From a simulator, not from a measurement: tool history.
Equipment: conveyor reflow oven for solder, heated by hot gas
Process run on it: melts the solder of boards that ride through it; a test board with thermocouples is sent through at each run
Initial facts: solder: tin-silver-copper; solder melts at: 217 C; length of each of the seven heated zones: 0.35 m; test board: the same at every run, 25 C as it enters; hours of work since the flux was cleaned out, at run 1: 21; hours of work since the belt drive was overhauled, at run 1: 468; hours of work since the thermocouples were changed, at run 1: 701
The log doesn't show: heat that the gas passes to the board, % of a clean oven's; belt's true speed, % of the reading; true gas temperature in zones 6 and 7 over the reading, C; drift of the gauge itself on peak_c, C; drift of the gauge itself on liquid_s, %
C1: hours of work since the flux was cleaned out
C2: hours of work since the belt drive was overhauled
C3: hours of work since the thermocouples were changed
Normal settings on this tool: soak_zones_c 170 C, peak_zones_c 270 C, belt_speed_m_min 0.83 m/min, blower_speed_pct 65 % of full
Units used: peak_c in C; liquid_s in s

run 1 day=0 | soak_zones_c=170 peak_zones_c=270 belt_speed_m_min=0.83 blower_speed_pct=65 | C1=21 C2=468 C3=701 | peak_c=249.7 liquid_s=35.9
run 2 day=1.025 | soak_zones_c=170 peak_zones_c=270 belt_speed_m_min=0.83 blower_speed_pct=65 | C1=37 C2=484 C3=718 | peak_c=250.3 liquid_s=35.3
run 3 day=1.517 | soak_zones_c=170 peak_zones_c=270 belt_speed_m_min=0.83 blower_speed_pct=59 | C1=45 C2=492 C3=725 | peak_c=248.7 liquid_s=35
run 4 day=2.279 | soak_zones_c=170 peak_zones_c=270 belt_speed_m_min=0.83 blower_speed_pct=84 | C1=57 C2=504 C3=738 | peak_c=251.9 liquid_s=36.9
run 5 day=2.962 | soak_zones_c=170 peak_zones_c=270 belt_speed_m_min=0.83 blower_speed_pct=84 | C1=68 C2=515 C3=749 | peak_c=253 liquid_s=37.5
run 6 day=3.888 | soak_zones_c=170 peak_zones_c=270 belt_speed_m_min=0.862 blower_speed_pct=65 | C1=82 C2=530 C3=763 | peak_c=248.4 liquid_s=32.8
run 7 day=4.792 | soak_zones_c=176 peak_zones_c=270 belt_speed_m_min=0.862 blower_speed_pct=65 | C1=97 C2=544 C3=778 | peak_c=249.5 liquid_s=35.9
run 8 day=5.5 | soak_zones_c=176 peak_zones_c=270 belt_speed_m_min=0.925 blower_speed_pct=65 | C1=108 C2=555 C3=789 | peak_c=247 liquid_s=31.8
run 9 day=5.992 | soak_zones_c=176 peak_zones_c=270 belt_speed_m_min=0.925 blower_speed_pct=65 | C1=116 C2=563 C3=797 | peak_c=246.6 liquid_s=31.5
run 10 day=7.054 | soak_zones_c=176 peak_zones_c=270 belt_speed_m_min=0.925 blower_speed_pct=65 | C1=133 C2=580 C3=814 | peak_c=246.8 liquid_s=30.3
run 11 day=7.796 | soak_zones_c=176 peak_zones_c=270 belt_speed_m_min=0.925 blower_speed_pct=65 | C1=145 C2=592 C3=825 | peak_c=246.3 liquid_s=31
run 12 day=8.417 | soak_zones_c=173 peak_zones_c=270 belt_speed_m_min=0.83 blower_speed_pct=65 | C1=155 C2=602 C3=835 | peak_c=249.8 liquid_s=36.4
run 13 day=9.479 | soak_zones_c=173 peak_zones_c=270 belt_speed_m_min=0.83 blower_speed_pct=65 | C1=172 C2=619 C3=852 | peak_c=248.2 liquid_s=35.7
run 14 day=10.129 | soak_zones_c=173 peak_zones_c=270 belt_speed_m_min=0.83 blower_speed_pct=65 | C1=182 C2=629 C3=863 | peak_c=248.3 liquid_s=36.3
run 15 day=10.875 | soak_zones_c=173 peak_zones_c=270 belt_speed_m_min=0.83 blower_speed_pct=65 | C1=194 C2=641 C3=875 | peak_c=249.2 liquid_s=35.3
run 16 day=11.888 | soak_zones_c=177 peak_zones_c=280 belt_speed_m_min=0.69 blower_speed_pct=78 | C1=210 C2=657 C3=891 | peak_c=266.7 liquid_s=53.3
run 17 day=12.625 | soak_zones_c=184 peak_zones_c=277 belt_speed_m_min=0.69 blower_speed_pct=53 | C1=222 C2=669 C3=902 | peak_c=260.9 liquid_s=52.4
run 18 day=13.708 | soak_zones_c=185 peak_zones_c=270 belt_speed_m_min=0.83 blower_speed_pct=88 | C1=239 C2=686 C3=920 | peak_c=254.8 liquid_s=41.8
run 19 day=14.796 | soak_zones_c=185 peak_zones_c=270 belt_speed_m_min=0.83 blower_speed_pct=88 | C1=256 C2=703 C3=937 | peak_c=253.9 liquid_s=41.9
run 20 day=15.467 | soak_zones_c=170 peak_zones_c=270 belt_speed_m_min=0.83 blower_speed_pct=60 | C1=267 C2=714 C3=948 | peak_c=246.8 liquid_s=33.5
run 21 day=16.325 | soak_zones_c=170 peak_zones_c=270 belt_speed_m_min=0.83 blower_speed_pct=60 | C1=281 C2=728 C3=961 | peak_c=246.4 liquid_s=33.5
run 22 day=17.025 | soak_zones_c=174 peak_zones_c=270 belt_speed_m_min=0.767 blower_speed_pct=61 | C1=292 C2=739 C3=973 | peak_c=249.3 liquid_s=40
run 23 day=17.55 | soak_zones_c=170 peak_zones_c=268 belt_speed_m_min=0.761 blower_speed_pct=76 | C1=300 C2=747 C3=981 | peak_c=250.1 liquid_s=38.7
run 24 day=18.262 | soak_zones_c=170 peak_zones_c=268 belt_speed_m_min=0.761 blower_speed_pct=76 | C1=311 C2=759 C3=992 | peak_c=250.9 liquid_s=39.7
run 25 day=18.838 | soak_zones_c=170 peak_zones_c=268 belt_speed_m_min=0.761 blower_speed_pct=76 | C1=321 C2=768 C3=1001 | peak_c=249.6 liquid_s=39.9
run 26 day=19.538 | soak_zones_c=170 peak_zones_c=268 belt_speed_m_min=0.761 blower_speed_pct=76 | C1=332 C2=779 C3=1013 | peak_c=249.3 liquid_s=38.8
run 27 day=20.196 | soak_zones_c=170 peak_zones_c=270 belt_speed_m_min=0.941 blower_speed_pct=76 | C1=342 C2=789 C3=1023 | peak_c=244.1 liquid_s=26.9
run 28 day=21.267 | soak_zones_c=170 peak_zones_c=265 belt_speed_m_min=0.845 blower_speed_pct=65 | C1=359 C2=806 C3=1040 | peak_c=241.1 liquid_s=29
run 29 day=22.192 | soak_zones_c=170 peak_zones_c=265 belt_speed_m_min=0.845 blower_speed_pct=65 | C1=374 C2=821 C3=1055 | peak_c=241.6 liquid_s=28.5
run 30 day=23.088 | soak_zones_c=179 peak_zones_c=284 belt_speed_m_min=0.745 blower_speed_pct=73 | C1=388 C2=835 C3=1069 | peak_c=264.9 liquid_s=49.2

Predict each of these 4 candidate next runs independently; none follows another, all start after run 30:
run A day=24.212 | soak_zones_c=179 peak_zones_c=284 belt_speed_m_min=0.925 blower_speed_pct=73 | C1=406 C2=853 C3=1087 | peak_c=? liquid_s=?
run B day=24.212 | soak_zones_c=170 peak_zones_c=276 belt_speed_m_min=0.969 blower_speed_pct=57 | C1=406 C2=853 C3=1087 | peak_c=? liquid_s=?
run C day=24.212 | soak_zones_c=156 peak_zones_c=270 belt_speed_m_min=0.83 blower_speed_pct=65 | C1=406 C2=853 C3=1087 | peak_c=? liquid_s=?
run D day=24.212 | soak_zones_c=179 peak_zones_c=264 belt_speed_m_min=0.745 blower_speed_pct=73 | C1=406 C2=853 C3=1087 | peak_c=? liquid_s=?

run=A peak_c=255.6 liquid_s=36.3
run=B peak_c=242.5 liquid_s=24
run=C peak_c=241.8 liquid_s=27.8
run=D peak_c=247.6 liquid_s=40.2
Take away the tool's hidden state, keep each run's random variation, and the runs would have read:
run=A peak_c=262.5 liquid_s=38.9
run=B peak_c=249.3 liquid_s=28.1
run=C peak_c=248.5 liquid_s=32.2
run=D peak_c=252.8 liquid_s=43.3

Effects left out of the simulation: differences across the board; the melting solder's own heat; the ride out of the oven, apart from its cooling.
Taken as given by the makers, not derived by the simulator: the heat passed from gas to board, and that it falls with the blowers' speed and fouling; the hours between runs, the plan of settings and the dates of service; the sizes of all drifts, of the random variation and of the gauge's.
